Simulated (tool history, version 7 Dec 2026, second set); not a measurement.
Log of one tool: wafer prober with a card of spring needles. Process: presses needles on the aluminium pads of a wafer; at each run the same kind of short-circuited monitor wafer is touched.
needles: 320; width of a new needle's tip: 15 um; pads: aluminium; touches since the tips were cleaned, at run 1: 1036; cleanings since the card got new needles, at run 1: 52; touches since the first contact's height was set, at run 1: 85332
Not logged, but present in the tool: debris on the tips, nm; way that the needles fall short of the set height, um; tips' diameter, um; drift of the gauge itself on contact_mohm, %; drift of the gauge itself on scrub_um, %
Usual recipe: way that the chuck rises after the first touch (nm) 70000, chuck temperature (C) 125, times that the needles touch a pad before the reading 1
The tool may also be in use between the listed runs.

run    hour  way that the chuck rises after the first touch (nm)  chuck temperature (C)  times that the needles touch a pad before the reading  touches since the tips were cleaned  cleanings since the card got new needles  touches since the first contact's height was set  resistance of one needle with its contact and lead (mohm)  way that a needle slides on the pad (nm)
  1       0                                                70000                    125                                                      1                                 1036                                        52                                             85332                                                        249                                     17730
        6.9  -- tips cleaned on abrasive film
       16.1  -- tips cleaned on abrasive film
       18.6  -- height of the first contact set anew
       25.5  -- tips cleaned on abrasive film
       36.9  -- tips cleaned on abrasive film
       46.1  -- tips cleaned on abrasive film
       55.2  -- tips cleaned on abrasive film
       66.7  -- tips cleaned on abrasive film
  2    68.5                                                70000                    125                                                      1                                  637                                        59                                             17337                                                        245                                     18230
       77.6  -- tips cleaned on abrasive film
       86.8  -- tips cleaned on abrasive film
         96  -- tips cleaned on abrasive film
      105.1  -- tips cleaned on abrasive film
      114.3  -- tips cleaned on abrasive film
      125.7  -- tips cleaned on abrasive film
      137.1  -- tips cleaned on abrasive film
  3   145.2                                                70000                    125                                                      1                                 2846                                        66                                             44041                                                        253                                     18050
      147.6  -- tips cleaned on abrasive film
      156.8  -- tips cleaned on abrasive film
      168.2  -- tips cleaned on abrasive film
      177.3  -- tips cleaned on abrasive film
  4   182.8                                                70000                    125                                                      1                                 1918                                        70                                             57093                                                        249                                     18010
      187.4  -- tips cleaned on abrasive film
      196.6  -- tips cleaned on abrasive film
      205.7  -- tips cleaned on abrasive film
      214.9  -- tips cleaned on abrasive film
      224.1  -- tips cleaned on abrasive film
      233.2  -- tips cleaned on abrasive film
      242.4  -- tips cleaned on abrasive film
      251.5  -- tips cleaned on abrasive film
  5   253.7                                                70000                    125                                                      1                                  777                                        78                                             81726                                                        249                                     17710
      262.9  -- tips cleaned on abrasive film
      272.1  -- tips cleaned on abrasive film
      281.2  -- tips cleaned on abrasive film
      283.8  -- height of the first contact set anew
      290.7  -- tips cleaned on abrasive film
      302.1  -- tips cleaned on abrasive film
  6   309.9                                                70000                    125                                                      1                                 2741                                        83                                              9104                                                        257                                     18230
      312.3  -- tips cleaned on abrasive film
      321.4  -- tips cleaned on abrasive film
      330.6  -- tips cleaned on abrasive film
      339.7  -- tips cleaned on abrasive film
      348.9  -- tips cleaned on abrasive film
      358.1  -- tips cleaned on abrasive film
  7   360.5                                                70000                    125                                                      1                                  869                                        89                                             26671                                                        250                                     18160
      367.4  -- tips cleaned on abrasive film
      376.6  -- tips cleaned on abrasive film
      385.7  -- tips cleaned on abrasive film
      394.9  -- tips cleaned on abrasive film
      404.1  -- tips cleaned on abrasive film
      413.2  -- tips cleaned on abrasive film
  8   418.7                                                70000                    125                                                      1                                 1928                                        95                                             46892                                                        256                                     17980
      423.3  -- tips cleaned on abrasive film
      434.8  -- tips cleaned on abrasive film
      443.9  -- tips cleaned on abrasive film
      453.1  -- tips cleaned on abrasive film
      462.2  -- tips cleaned on abrasive film
      471.4  -- tips cleaned on abrasive film
      482.8  -- tips cleaned on abrasive film
  9   486.4                                                70000                    125                                                      1                                 1261                                       102                                             70419                                                        253                                     17740
      493.3  -- tips cleaned on abrasive film
      502.5  -- tips cleaned on abrasive film
      511.6  -- tips cleaned on abrasive film
        523  -- tips cleaned on abrasive film
      532.2  -- tips cleaned on abrasive film
 10   538.2                                                70000                    125                                                      1                                 2091                                       107                                             88416                                                        253                                     17520
      542.8  -- tips cleaned on abrasive film
      549.9  -- height of the first contact set anew
      552.2  -- tips cleaned on abrasive film
      561.4  -- tips cleaned on abrasive film
      570.6  -- tips cleaned on abrasive film
      579.7  -- tips cleaned on abrasive film
      588.9  -- tips cleaned on abrasive film
      600.3  -- tips cleaned on abrasive film
      609.5  -- tips cleaned on abrasive film
      618.6  -- tips cleaned on abrasive film
 11   619.6                                                70000                    125                                                      1                                  350                                       116                                             24208                                                        243                                     18160
      628.8  -- tips cleaned on abrasive film
      637.9  -- tips cleaned on abrasive film
      647.1  -- tips cleaned on abrasive film
      658.5  -- tips cleaned on abrasive film
      669.9  -- tips cleaned on abrasive film
      679.1  -- tips cleaned on abrasive film
 12   685.4                                                70000                     34                                                      1                                 2208                                       122                                             47092                                                        231                                     17970
        690  -- tips cleaned on abrasive film
      699.2  -- tips cleaned on abrasive film
      708.3  -- tips cleaned on abrasive film
      719.8  -- tips cleaned on abrasive film
      728.9  -- tips cleaned on abrasive film
      740.3  -- tips cleaned on abrasive film
      751.8  -- tips cleaned on abrasive film
 13   759.4                                                70000                     26                                                      3                                 2698                                       129                                             72853                                                        222                                     17700
      761.8  -- tips cleaned on abrasive film
        771  -- tips cleaned on abrasive film
      780.1  -- tips cleaned on abrasive film
      791.5  -- tips cleaned on abrasive film
        803  -- tips cleaned on abrasive film
      814.4  -- tips cleaned on abrasive film
      814.7  -- height of the first contact set anew
 14   817.3                                                70000                     26                                                      3                                  921                                       135                                               921                                                        221                                     18300
      824.2  -- tips cleaned on abrasive film
      833.4  -- tips cleaned on abrasive film
      844.8  -- tips cleaned on abrasive film
      853.9  -- tips cleaned on abrasive film
      865.4  -- tips cleaned on abrasive film
      874.5  -- tips cleaned on abrasive film
      883.7  -- tips cleaned on abrasive film
      892.8  -- tips cleaned on abrasive film
 15   899.1                                                65000                    121                                                      2                                 2204                                       143                                             29367                                                        253                                     16820
      903.7  -- tips cleaned on abrasive film
      912.9  -- tips cleaned on abrasive film
      922.1  -- tips cleaned on abrasive film
      931.2  -- tips cleaned on abrasive film
 16   937.3                                                75000                     55                                                      2                                 2133                                       147                                             42634                                                        233                                     19400
      941.9  -- tips cleaned on abrasive film
      951.1  -- tips cleaned on abrasive film
      962.5  -- tips cleaned on abrasive film
      973.9  -- tips cleaned on abrasive film
      983.1  -- tips cleaned on abrasive film
      992.2  -- tips cleaned on abrasive film
 17   999.5                                                72000                     55                                                      2                                 2548                                       153                                             64268                                                        237                                     18290
     1001.9  -- tips cleaned on abrasive film
       1011  -- tips cleaned on abrasive film
     1020.2  -- tips cleaned on abrasive film
     1029.3  -- tips cleaned on abrasive film
     1038.5  -- tips cleaned on abrasive film
     1047.6  -- tips cleaned on abrasive film
     1059.1  -- tips cleaned on abrasive film
 18  1065.8                                                72000                     55                                                      2                                 2360                                       160                                             87302                                                        232                                     18300

The next listed run, before its measurement:
     1070.4  -- tips cleaned on abrasive film
     1079.8  -- height of the first contact set anew
     1082.1  -- tips cleaned on abrasive film
     1091.3  -- tips cleaned on abrasive film
     1100.5  -- tips cleaned on abrasive film
     1109.6  -- tips cleaned on abrasive film
     1118.8  -- tips cleaned on abrasive film
     1127.9  -- tips cleaned on abrasive film
     1139.4  -- tips cleaned on abrasive film
 19  1141.7                                                87000                    125                                                      1                                  806                                       168                                             21484                                                          ?                                         ?

Run 19 came out at resistance of one needle with its contact and lead (mohm) 245, way that a needle slides on the pad (nm) 22540.
With no hidden state in the tool, this same run would have given resistance of one needle with its contact and lead (mohm) 239, way that a needle slides on the pad (nm) 22720.
